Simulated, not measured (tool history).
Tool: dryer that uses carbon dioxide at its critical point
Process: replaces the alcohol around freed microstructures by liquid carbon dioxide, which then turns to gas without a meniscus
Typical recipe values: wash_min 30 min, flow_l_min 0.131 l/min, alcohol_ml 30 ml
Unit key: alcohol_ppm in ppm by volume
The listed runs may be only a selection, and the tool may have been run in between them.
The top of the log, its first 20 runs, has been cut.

run     day  wash_min  flow_l_min  alcohol_ml  hours of work since the filter was changed  hours of work since the purifier's bed was changed  alcohol_ppm
 21    6.65        33       0.104          30                                         197                                                  72          149
 22   6.946        33       0.104          30                                         200                                                  75          155
 23   7.388        29       0.106          30                                         204                                                  79          285
 24   7.671        32       0.096          30                                         207                                                  82          268
 25   8.004        32       0.096          30                                         210                                                  85          265
 26   8.221        24       0.096          30                                         212                                                  87         1022
 27   8.454        30       0.129          30                                         215                                                  90           78
 28   8.858        30       0.129          30                                         219                                                  94           82
 29   9.112        30       0.129          30                                         221                                                  96           78
 30   9.483        29       0.099          46                                         225                                                 100          611
 31   9.883        44       0.208          30                                         229                                                 104           25
 32    10.1        23       0.108          39                                         231                                                 106         1038
 33  10.358        32       0.153          48                                         234                                                 109           43
 34  10.804        32       0.153          48                                         238                                                 113           42
 35    11.1        32       0.153          48                                         241                                                 116           38
     11.433  -- inlet filter changed
 36  11.475        36       0.193          34                                           0                                                 120           21
 37  11.871        19       0.091          42                                           4                                                 124         2820

Alternative continuations, all from the tool just after run 37; predict every row:
  A  12.333        19       0.186          42                                           9                                                 128            ?
  B  12.333        20       0.091         110                                           9                                                 128            ?
  C  12.333        30       0.101          69                                           9                                                 128            ?
  D  12.333        19       0.194          40                                           9                                                 128            ?

run  alcohol_ppm
  A          109
  B         6517
  C          407
  D           87
Without the tool's unlogged condition, the same runs would have read:
run  alcohol_ppm
  A           89
  B         6401
  C          380
  D           68

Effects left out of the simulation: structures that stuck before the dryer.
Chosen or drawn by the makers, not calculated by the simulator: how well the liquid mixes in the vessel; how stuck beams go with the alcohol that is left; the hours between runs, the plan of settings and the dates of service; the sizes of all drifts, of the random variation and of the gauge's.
